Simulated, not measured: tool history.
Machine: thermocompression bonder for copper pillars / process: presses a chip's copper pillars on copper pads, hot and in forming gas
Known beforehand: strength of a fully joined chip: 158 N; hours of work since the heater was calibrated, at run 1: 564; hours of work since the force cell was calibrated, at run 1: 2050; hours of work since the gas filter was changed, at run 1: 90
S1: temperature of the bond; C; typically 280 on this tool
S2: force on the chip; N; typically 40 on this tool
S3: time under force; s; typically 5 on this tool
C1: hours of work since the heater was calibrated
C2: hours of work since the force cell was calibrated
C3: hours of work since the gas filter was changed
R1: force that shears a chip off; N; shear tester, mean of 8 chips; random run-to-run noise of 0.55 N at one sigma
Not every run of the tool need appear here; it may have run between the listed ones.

{"run": 1, "hour": 0.0, "S1": 280, "S2": 40, "S3": 5, "C1": 564, "C2": 2050, "C3": 90, "R1": 98.1}
{"hour": 24.7, "done": "force cell calibrated"}
{"run": 2, "hour": 88.0, "S1": 280, "S2": 40, "S3": 14, "C1": 614, "C2": 36, "C3": 140, "R1": 128.0}
{"run": 3, "hour": 178.8, "S1": 280, "S2": 40, "S3": 3, "C1": 666, "C2": 89, "C3": 192, "R1": 85.0}
{"run": 4, "hour": 278.9, "S1": 280, "S2": 40, "S3": 3, "C1": 724, "C2": 146, "C3": 250, "R1": 85.0}
{"run": 5, "hour": 354.4, "S1": 280, "S2": 40, "S3": 5, "C1": 767, "C2": 190, "C3": 293, "R1": 99.0}
{"run": 6, "hour": 397.6, "S1": 280, "S2": 40, "S3": 5, "C1": 792, "C2": 215, "C3": 318, "R1": 99.5}
{"run": 7, "hour": 438.1, "S1": 280, "S2": 40, "S3": 5, "C1": 815, "C2": 238, "C3": 341, "R1": 99.0}
{"run": 8, "hour": 479.1, "S1": 280, "S2": 40, "S3": 5, "C1": 839, "C2": 262, "C3": 365, "R1": 100.4}
{"hour": 484.8, "done": "forming gas filter changed"}
{"run": 9, "hour": 524.7, "S1": 280, "S2": 40, "S3": 5, "C1": 865, "C2": 288, "C3": 23, "R1": 99.2}
{"run": 10, "hour": 582.9, "S1": 280, "S2": 40, "S3": 4, "C1": 898, "C2": 321, "C3": 56, "R1": 93.5}
{"run": 11, "hour": 671.2, "S1": 280, "S2": 40, "S3": 4, "C1": 949, "C2": 372, "C3": 107, "R1": 93.3}
{"run": 12, "hour": 752.5, "S1": 280, "S2": 40, "S3": 4, "C1": 996, "C2": 419, "C3": 154, "R1": 93.4}
{"run": 13, "hour": 802.4, "S1": 280, "S2": 40, "S3": 4, "C1": 1025, "C2": 447, "C3": 183, "R1": 93.8}

The next listed run, before its measurement:
{"run": 14, "hour": 882.1, "S1": 280, "S2": 40, "S3": 4, "C1": 1071, "C2": 493, "C3": 229, "R1": "?"}

R1: 93.7 N
The same run, on a tool lacking any hidden state, would have yielded R1 92.6 N.

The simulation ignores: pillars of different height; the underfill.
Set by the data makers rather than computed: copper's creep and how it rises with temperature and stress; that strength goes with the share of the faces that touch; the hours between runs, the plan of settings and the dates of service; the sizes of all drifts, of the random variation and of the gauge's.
